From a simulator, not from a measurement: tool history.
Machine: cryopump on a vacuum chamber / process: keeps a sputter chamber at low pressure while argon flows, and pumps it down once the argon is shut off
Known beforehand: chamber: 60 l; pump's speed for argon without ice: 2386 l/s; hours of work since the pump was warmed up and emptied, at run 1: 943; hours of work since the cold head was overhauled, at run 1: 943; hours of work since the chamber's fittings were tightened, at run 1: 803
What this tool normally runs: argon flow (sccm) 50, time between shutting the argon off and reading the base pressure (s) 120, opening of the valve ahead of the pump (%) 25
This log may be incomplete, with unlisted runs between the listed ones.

run     day  argon flow (sccm)  time between shutting the argon off and reading the base pressure (s)  opening of the valve ahead of the pump (%)  hours of work since the pump was warmed up and emptied  hours of work since the cold head was overhauled  hours of work since the chamber's fittings were tightened  pressure while argon flows (Pa)  pressure after the wait (uPa)
  1       0                 50                                                                    120                                          25                                                     943                                               943                                                        803                           0.1504                            0.7
  2    1.65                 50                                                                    120                                          20                                                     970                                               970                                                        830                           0.1842                           0.72
  3   3.712                 50                                                                    120                                          20                                                    1004                                              1004                                                        864                           0.1865                            0.7
  4   6.029                 50                                                                    120                                          20                                                    1042                                              1042                                                        902                           0.1865                           0.74
      6.671  -- pump warmed up, emptied and cooled again
  5   8.862                 50                                                                    120                                          20                                                      36                                              1085                                                        945                           0.1765                           0.69
  6  10.858                 50                                                                    120                                          25                                                      68                                              1117                                                        977                           0.1417                           0.68
  7  12.279                 26                                                                    120                                          25                                                      92                                              1140                                                       1000                           0.0749                           0.69
  8  14.858                 50                                                                    120                                          35                                                     134                                              1182                                                       1043                           0.1019                           0.74
  9  16.271                 24                                                                    120                                          25                                                     157                                              1205                                                       1066                           0.0695                           0.71
 10  17.804                 24                                                                    120                                          25                                                     182                                              1231                                                       1091                           0.0688                           0.71
 11  20.483                 24                                                                    120                                          25                                                     225                                              1274                                                       1134                           0.0696                           0.71
 12  23.146                 72                                                                     44                                          25                                                     269                                              1318                                                       1178                           0.2071                           1.57
 13  25.592                 50                                                                    187                                          57                                                     309                                              1358                                                       1218                           0.0648                           0.56
 14  28.167                 60                                                                    120                                          25                                                     351                                              1400                                                       1260                           0.1738                           0.71
 15   30.45                 50                                                                     61                                          25                                                     388                                              1437                                                       1297                           0.1464                           1.17
 16  32.179                 50                                                                     61                                          25                                                     416                                              1465                                                       1325                           0.1461                           1.21
 17  34.604                 50                                                                     61                                          25                                                     456                                              1505                                                       1365                           0.1459                           1.19
 18  36.454                 56                                                                    273                                          42                                                     486                                              1535                                                       1395                           0.0991                           0.45
 19   37.55                 31                                                                    148                                          42                                                     504                                              1553                                                       1413                           0.0537                           0.66
 20  38.667                 32                                                                    224                                          30                                                     522                                              1571                                                       1431                           0.0785                           0.52

Selected run-to-run steps in pressure while argon flows (Pa), each split into two signed amounts: the part the tool would show with no hidden state at all (from settings, incoming material and random variation), and the remainder, which goes to the hidden state together with any gauge scatter not common to the measured and the hidden-state-free results:
Hidden state present: pump's speed, % of a pump's without ice; cold plate's temperature, K; leak into the chamber, uPa l/s; drift of the gauge itself on working_pa, %; drift of the gauge itself on base_upa, %.
Run 4 -> 5: pump warmed up, emptied and cooled again. pressure while argon flows (Pa) -0.01: hidden state -0.0091, all else -0.0009.
Run 11 -> 12: argon flow (sccm) 24 -> 72, time between shutting the argon off and reading the base pressure (s) 120 -> 44. pressure while argon flows (Pa) +0.1375: hidden state +0.0024, all else +0.1351.
Run 12 -> 13: argon flow (sccm) 72 -> 50, time between shutting the argon off and reading the base pressure (s) 44 -> 187, opening of the valve ahead of the pump (%) 25 -> 57. pressure while argon flows (Pa) -0.1423: hidden state -0.0008, all else -0.1415.
